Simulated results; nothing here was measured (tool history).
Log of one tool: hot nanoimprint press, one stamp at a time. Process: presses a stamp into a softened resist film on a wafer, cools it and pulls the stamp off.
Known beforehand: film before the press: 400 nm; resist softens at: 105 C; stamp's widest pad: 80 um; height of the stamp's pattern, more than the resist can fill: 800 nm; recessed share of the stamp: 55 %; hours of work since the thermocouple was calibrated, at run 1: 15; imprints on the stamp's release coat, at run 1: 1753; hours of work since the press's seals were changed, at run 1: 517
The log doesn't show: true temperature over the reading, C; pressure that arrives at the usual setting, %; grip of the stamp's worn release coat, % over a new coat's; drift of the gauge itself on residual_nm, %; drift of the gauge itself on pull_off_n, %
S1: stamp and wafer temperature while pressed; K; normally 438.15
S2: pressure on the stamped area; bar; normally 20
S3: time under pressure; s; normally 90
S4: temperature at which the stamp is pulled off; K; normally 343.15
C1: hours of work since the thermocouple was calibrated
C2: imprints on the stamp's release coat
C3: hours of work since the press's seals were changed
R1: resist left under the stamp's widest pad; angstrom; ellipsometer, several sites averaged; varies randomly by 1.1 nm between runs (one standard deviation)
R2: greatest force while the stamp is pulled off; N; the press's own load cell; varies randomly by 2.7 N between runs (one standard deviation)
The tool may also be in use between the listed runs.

{"run": 1, "day": 0.0, "S1": 438.15, "S2": 20, "S3": 90, "S4": 343.15, "C1": 15, "C2": 1753, "C3": 517, "R1": 1650, "R2": 231}
{"run": 2, "day": 1.712, "S1": 438.15, "S2": 20, "S3": 90, "S4": 343.15, "C1": 39, "C2": 1935, "C3": 540, "R1": 1653, "R2": 226}
{"run": 3, "day": 3.283, "S1": 438.15, "S2": 20, "S3": 90, "S4": 343.15, "C1": 60, "C2": 2102, "C3": 562, "R1": 1659, "R2": 247}
{"run": 4, "day": 4.625, "S1": 438.15, "S2": 19.3, "S3": 90, "S4": 343.15, "C1": 79, "C2": 2245, "C3": 581, "R1": 1694, "R2": 253}
{"day": 5.554, "done": "stamp cleaned and given a new release coat"}
{"run": 5, "day": 5.829, "S1": 438.15, "S2": 19.3, "S3": 90, "S4": 343.15, "C1": 92, "C2": 29, "C3": 594, "R1": 1703, "R2": 127}
{"run": 6, "day": 7.229, "S1": 438.15, "S2": 19.3, "S3": 90, "S4": 343.15, "C1": 111, "C2": 178, "C3": 613, "R1": 1707, "R2": 134}
{"run": 7, "day": 8.954, "S1": 438.15, "S2": 19.3, "S3": 90, "S4": 343.15, "C1": 135, "C2": 361, "C3": 637, "R1": 1728, "R2": 146}
{"run": 8, "day": 10.596, "S1": 438.15, "S2": 19.3, "S3": 90, "S4": 343.15, "C1": 158, "C2": 536, "C3": 659, "R1": 1720, "R2": 158}
{"run": 9, "day": 11.475, "S1": 438.15, "S2": 21.3, "S3": 90, "S4": 343.15, "C1": 170, "C2": 630, "C3": 672, "R1": 1638, "R2": 157}
{"run": 10, "day": 12.933, "S1": 438.15, "S2": 20, "S3": 90, "S4": 343.15, "C1": 190, "C2": 785, "C3": 692, "R1": 1708, "R2": 175}
{"run": 11, "day": 14.488, "S1": 438.15, "S2": 20, "S3": 90, "S4": 343.15, "C1": 211, "C2": 950, "C3": 713, "R1": 1720, "R2": 178}
{"run": 12, "day": 15.35, "S1": 438.15, "S2": 20, "S3": 90, "S4": 343.15, "C1": 223, "C2": 1042, "C3": 725, "R1": 1738, "R2": 184}
{"run": 13, "day": 17.183, "S1": 447.15, "S2": 20, "S3": 90, "S4": 329.15, "C1": 249, "C2": 1237, "C3": 750, "R1": 1085, "R2": 213}
{"run": 14, "day": 18.492, "S1": 431.15, "S2": 14.1, "S3": 161, "S4": 339.15, "C1": 267, "C2": 1376, "C3": 768, "R1": 2381, "R2": 212}
{"run": 15, "day": 20.192, "S1": 447.15, "S2": 13, "S3": 115, "S4": 344.15, "C1": 290, "C2": 1557, "C3": 792, "R1": 1266, "R2": 214}
{"run": 16, "day": 21.312, "S1": 438.15, "S2": 13.2, "S3": 90, "S4": 350.15, "C1": 306, "C2": 1676, "C3": 807, "R1": 2119, "R2": 199}
{"run": 17, "day": 22.404, "S1": 431.15, "S2": 13.5, "S3": 125, "S4": 347.15, "C1": 321, "C2": 1792, "C3": 822, "R1": 2588, "R2": 220}
{"run": 18, "day": 23.979, "S1": 432.15, "S2": 13.5, "S3": 125, "S4": 341.15, "C1": 342, "C2": 1960, "C3": 844, "R1": 2508, "R2": 251}
{"run": 19, "day": 24.992, "S1": 433.15, "S2": 13.7, "S3": 59, "S4": 337.15, "C1": 356, "C2": 2068, "C3": 858, "R1": 2902, "R2": 247}
{"run": 20, "day": 26.579, "S1": 433.15, "S2": 13.7, "S3": 59, "S4": 337.15, "C1": 378, "C2": 2236, "C3": 880, "R1": 2910, "R2": 272}
{"day": 27.612, "done": "stamp cleaned and given a new release coat"}
{"run": 21, "day": 27.854, "S1": 433.15, "S2": 20, "S3": 62, "S4": 341.15, "C1": 392, "C2": 25, "C3": 894, "R1": 2555, "R2": 128}
{"run": 22, "day": 29.017, "S1": 428.15, "S2": 29, "S3": 55, "S4": 343.15, "C1": 408, "C2": 149, "C3": 910, "R1": 2862, "R2": 139}
{"run": 23, "day": 30.558, "S1": 448.15, "S2": 27.2, "S3": 55, "S4": 343.15, "C1": 430, "C2": 313, "C3": 931, "R1": 1130, "R2": 143}
{"run": 24, "day": 32.308, "S1": 448.15, "S2": 27.2, "S3": 55, "S4": 343.15, "C1": 454, "C2": 499, "C3": 956, "R1": 1145, "R2": 157}

4 ways to go on from here, each from the tool as it stands after run 24. What would each give?
{"run": "A", "day": 33.875, "S1": 444.15, "S2": 20, "S3": 90, "S4": 349.15, "C1": 475, "C2": 666, "C3": 977, "R1": "?", "R2": "?"}
{"run": "B", "day": 33.875, "S1": 449.15, "S2": 25.3, "S3": 121, "S4": 343.15, "C1": 475, "C2": 666, "C3": 977, "R1": "?", "R2": "?"}
{"run": "C", "day": 33.875, "S1": 448.15, "S2": 14.5, "S3": 90, "S4": 343.15, "C1": 475, "C2": 666, "C3": 977, "R1": "?", "R2": "?"}
{"run": "D", "day": 33.875, "S1": 438.15, "S2": 20, "S3": 90, "S4": 347.15, "C1": 475, "C2": 666, "C3": 977, "R1": "?", "R2": "?"}

run=A R1=1348 R2=153
run=B R1=819 R2=155
run=C R1=1292 R2=168
run=D R1=1799 R2=160
With the hidden condition removed and each run's random variation left untouched, the same runs would have given:
run=A R1=1205 R2=118
run=B R1=728 R2=120
run=C R1=1169 R2=131
run=D R1=1607 R2=124
